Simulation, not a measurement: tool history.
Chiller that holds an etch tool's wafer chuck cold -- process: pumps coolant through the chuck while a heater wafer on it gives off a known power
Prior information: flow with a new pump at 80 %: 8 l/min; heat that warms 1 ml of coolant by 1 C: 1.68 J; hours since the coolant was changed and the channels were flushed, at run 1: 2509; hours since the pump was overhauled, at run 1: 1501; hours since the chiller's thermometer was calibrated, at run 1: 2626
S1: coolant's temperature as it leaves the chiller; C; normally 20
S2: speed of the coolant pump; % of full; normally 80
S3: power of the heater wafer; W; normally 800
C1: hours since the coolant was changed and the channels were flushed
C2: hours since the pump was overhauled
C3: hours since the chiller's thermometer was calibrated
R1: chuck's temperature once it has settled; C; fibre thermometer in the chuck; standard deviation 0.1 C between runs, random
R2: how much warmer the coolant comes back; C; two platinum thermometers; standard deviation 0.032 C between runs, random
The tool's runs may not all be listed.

run    hour  S1  S2    S3    C1    C2    C3    R1    R2
  1       0  20  80   800  2509  1501  2626  27.4  3.64
  2      28  16  80   800  2537  1529  2654  23.3  3.65
  3    72.1  16  80   800  2581  1574  2698  23.4  3.63
  4    93.5  16  80   800  2602  1595  2719  23.4  3.68
  5     133  16  80   800  2642  1634  2759  23.3  3.69
  6   165.4  16  80   800  2674  1667  2791  23.3  3.66
  7   212.9  16  80   800  2722  1714  2839  23.3  3.69
  8   248.7  16  80   800  2758  1750  2874  23.4  3.65
  9     290  20  80   800  2799  1791  2916  27.3  3.66
 10   330.6  20  80   800  2840  1832  2956  27.3  3.71
 11   358.5  20  80   800  2867  1860  2984  27.5  3.69
 12   404.6  20  80   800  2914  1906  3030  27.3  3.74
 13   425.3  20  80   800  2934  1927  3051  27.5  3.68
 14   447.7  20  80   800  2957  1949  3073  27.5  3.71
        455  -- coolant pump overhauled
 15   493.6  20  80   800  2998    39  3114  27.5  3.78
 16   530.9  18  80   800  3035    76  3152  25.5  3.73
 17   579.6  18  89   603  3084   125  3200  23.2  2.52
 18   627.1  18  89   603  3131   172  3248    23  2.49
 19   671.6  20  90   623  3176   217  3292    25  2.55
 20   696.8  12  77   468  3201   242  3318  16.7  2.29
      717.7  -- coolant pump overhauled, once more
      724.9  -- chiller's thermometer calibrated
 21   748.3  26  98   486  3246    30    23  29.8  1.74
 22     770  26  88  1185  3268    51    45  36.2   4.8
 23   801.4  18  79  1008  3299    83    77  27.6  4.61
 24   848.5  18  79  1008  3346   130   124  27.6  4.62
 25   870.3  20  92   409  3368   152   145  23.4  1.59
 26   919.6  25  62   800  3418   201   195  34.7  4.74
 27   960.6  25  62   800  3459   242   236  34.8  4.77
      995.3  -- coolant changed, channels flushed
 28   996.5  12  72   742     1   272   266  18.9  3.72
 29  1016.4  12  72   742    21   292   286  18.8  3.73
 30    1038  22  92   742    43   313   307  27.5  2.86
 31  1075.9  19  80   800    81   351   345  25.6  3.62

Predict each of these 3 candidate next runs independently; none follows another, all start after run 31:
  A  1122.1  19  63  489  127  397  391   ?   ?
  B  1122.1  20  72  800  127  397  391   ?   ?
  C  1122.1  17  90  460  127  397  391   ?   ?

run    R1    R2
  A  24.2   2.9
  B  27.4  4.05
  C  20.3  1.82
Take away the tool's hidden state, keep each run's random variation, and the runs would have read:
run    R1    R2
  A  24.1  2.87
  B  27.4  4.01
  C  20.3   1.8
